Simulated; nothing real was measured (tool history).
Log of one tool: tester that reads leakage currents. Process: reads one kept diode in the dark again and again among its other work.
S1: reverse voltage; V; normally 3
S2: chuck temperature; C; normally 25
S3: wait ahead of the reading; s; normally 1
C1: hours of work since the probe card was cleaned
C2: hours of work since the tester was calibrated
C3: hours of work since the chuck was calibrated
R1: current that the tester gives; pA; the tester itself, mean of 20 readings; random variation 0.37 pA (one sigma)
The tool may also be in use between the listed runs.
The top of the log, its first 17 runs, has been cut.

run    hour    S1  S2    S3    C1    C2   C3      R1
 18   550.9     3  40     1   853   921  339  442.12
 19     583     3  46     1   866   934  353  714.58
 20   618.4     3  46     1   880   949  367  714.16
 21   661.7     3  46     1   898   966  385  712.61
 22   690.8  1.76  28  0.58   910   978  396  131.11
 23   720.7     3  25   0.6   922   990  408  124.68
 24   738.8     3  25   0.6   929   998  416  124.31
 25     765  4.15  27  1.67   940  1008  426  167.02
 26     799  4.15  27  1.67   954  1022  440  166.26
 27   820.7     3  25  3.19   962  1031  449  123.27
 28   856.2  1.12  26  8.97   977  1045  463   92.72
 29   885.3   1.4  40  3.74   989  1057  475  333.45
 30   903.4   1.4  40  3.74   996  1064  483  329.88
 31   947.5   1.4  40  3.74  1014  1082  501  332.22
 32   987.2  1.85  25     1  1030  1099  517  102.13
 33  1008.7   3.5  32     1  1039  1107  525  237.16
 34  1050.8   3.5  32     1  1056  1124  543  237.26
 35  1074.9   3.5  32     1  1066  1134  552  237.32
 36  1095.6   3.5  32     1  1074  1143  561  236.74
 37  1114.9  2.63  32  0.66  1082  1150  569  212.89
 38  1154.4  2.63  32  0.66  1098  1166  585  213.19
 39  1173.9  1.13  25     1  1106  1174  592   84.31
     1199.2  -- probe card cleaned and baked
 40  1214.3  2.07  27     1     6  1190  608  121.33

Consider 3 possible next runs. They are alternatives, not a sequence: every one starts from the tool as it was left by run 40. What does each give?
  A  1239.1   4.98  27     1  16  1200  618   ?
  B  1239.1   18.9  27     1  16  1200  618   ?
  C  1239.1  11.19  27  7.66  16  1200  618   ?

run      R1
  A  165.93
  B  266.67
  C  218.74
What these runs would have given with no unlogged condition in the tool:
run      R1
  A  175.11
  B  280.84
  C  230.65

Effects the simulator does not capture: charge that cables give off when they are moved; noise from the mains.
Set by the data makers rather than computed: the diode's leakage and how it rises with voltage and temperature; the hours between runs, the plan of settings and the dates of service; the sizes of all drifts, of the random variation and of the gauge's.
